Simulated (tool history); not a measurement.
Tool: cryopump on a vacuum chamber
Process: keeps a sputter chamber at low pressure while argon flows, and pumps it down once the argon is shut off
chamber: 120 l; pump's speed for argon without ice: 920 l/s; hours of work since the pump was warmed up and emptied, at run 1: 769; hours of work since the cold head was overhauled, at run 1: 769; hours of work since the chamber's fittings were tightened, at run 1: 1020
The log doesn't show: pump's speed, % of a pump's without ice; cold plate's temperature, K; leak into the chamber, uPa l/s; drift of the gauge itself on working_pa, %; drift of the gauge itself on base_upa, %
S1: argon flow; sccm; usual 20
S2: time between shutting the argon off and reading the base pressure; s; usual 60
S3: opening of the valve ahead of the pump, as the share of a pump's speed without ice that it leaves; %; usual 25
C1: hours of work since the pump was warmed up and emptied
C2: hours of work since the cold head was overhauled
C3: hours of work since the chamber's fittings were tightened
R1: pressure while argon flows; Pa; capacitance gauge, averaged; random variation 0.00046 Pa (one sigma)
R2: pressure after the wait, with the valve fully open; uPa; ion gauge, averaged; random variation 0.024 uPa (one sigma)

run 1 hour=0.0 | S1=20 S2=60 S3=25 | C1=769 C2=769 C3=1020 | R1=0.1529 R2=1.44
run 2 hour=30.7 | S1=24 S2=60 S3=25 | C1=793 C2=793 C3=1043 | R1=0.1832 R2=1.46
run 3 hour=76.0 | S1=24 S2=60 S3=25 | C1=827 C2=827 C3=1078 | R1=0.1827 R2=1.48
run 4 hour=96.7 | S1=20 S2=60 S3=25 | C1=843 C2=843 C3=1093 | R1=0.1526 R2=1.44
run 5 hour=119.0 | S1=20 S2=60 S3=25 | C1=860 C2=860 C3=1110 | R1=0.1526 R2=1.46
run 6 hour=147.0 | S1=20 S2=60 S3=25 | C1=881 C2=881 C3=1131 | R1=0.1531 R2=1.47
run 7 hour=196.6 | S1=20 S2=60 S3=25 | C1=918 C2=918 C3=1169 | R1=0.1533 R2=1.53
run 8 hour=231.3 | S1=20 S2=60 S3=25 | C1=945 C2=945 C3=1195 | R1=0.1534 R2=1.45
run 9 hour=266.1 | S1=20 S2=169 S3=25 | C1=971 C2=971 C3=1222 | R1=0.1535 R2=1.18
run 10 hour=294.1 | S1=20 S2=60 S3=25 | C1=992 C2=992 C3=1243 | R1=0.1540 R2=1.49
run 11 hour=337.1 | S1=20 S2=60 S3=25 | C1=1025 C2=1025 C3=1275 | R1=0.1551 R2=1.55
run 12 hour=367.9 | S1=13 S2=21 S3=16 | C1=1048 C2=1048 C3=1299 | R1=0.1553 R2=2.62
run 13 hour=394.7 | S1=13 S2=21 S3=16 | C1=1068 C2=1068 C3=1319 | R1=0.1542 R2=2.65
run 14 hour=437.9 | S1=13 S2=21 S3=16 | C1=1101 C2=1101 C3=1352 | R1=0.1548 R2=2.74
-- hour=461.2 pump warmed up, emptied and cooled again
run 15 hour=474.4 | S1=22 S2=60 S3=25 | C1=10 C2=1125 C3=1376 | R1=0.1625 R2=1.43
run 16 hour=516.2 | S1=22 S2=113 S3=38 | C1=42 C2=1157 C3=1407 | R1=0.1069 R2=1.16
run 17 hour=543.1 | S1=22 S2=113 S3=38 | C1=62 C2=1177 C3=1428 | R1=0.1075 R2=1.23
run 18 hour=569.0 | S1=20 S2=257 S3=16 | C1=82 C2=1197 C3=1447 | R1=0.2300 R2=1.06
run 19 hour=612.3 | S1=10 S2=161 S3=37 | C1=115 C2=1230 C3=1480 | R1=0.0500 R2=1.07
run 20 hour=658.8 | S1=10 S2=161 S3=37 | C1=150 C2=1265 C3=1515 | R1=0.0507 R2=1.14

3 ways to go on from here, each from the tool as it stands after run 20. What would each give?
run A hour=703.1 | S1=10 S2=48 S3=15 | C1=183 C2=1298 C3=1549 | R1=? R2=?
run B hour=703.1 | S1=12 S2=161 S3=37 | C1=183 C2=1298 C3=1549 | R1=? R2=?
run C hour=703.1 | S1=38 S2=26 S3=51 | C1=183 C2=1298 C3=1549 | R1=? R2=?

run=A R1=0.1235 R2=1.64
run=B R1=0.0603 R2=1.10
run=C R1=0.1399 R2=2.29
Without the tool's hidden state the same runs would have given:
run=A R1=0.1228 R2=1.02
run=B R1=0.0594 R2=0.50
run=C R1=0.1371 R2=1.67
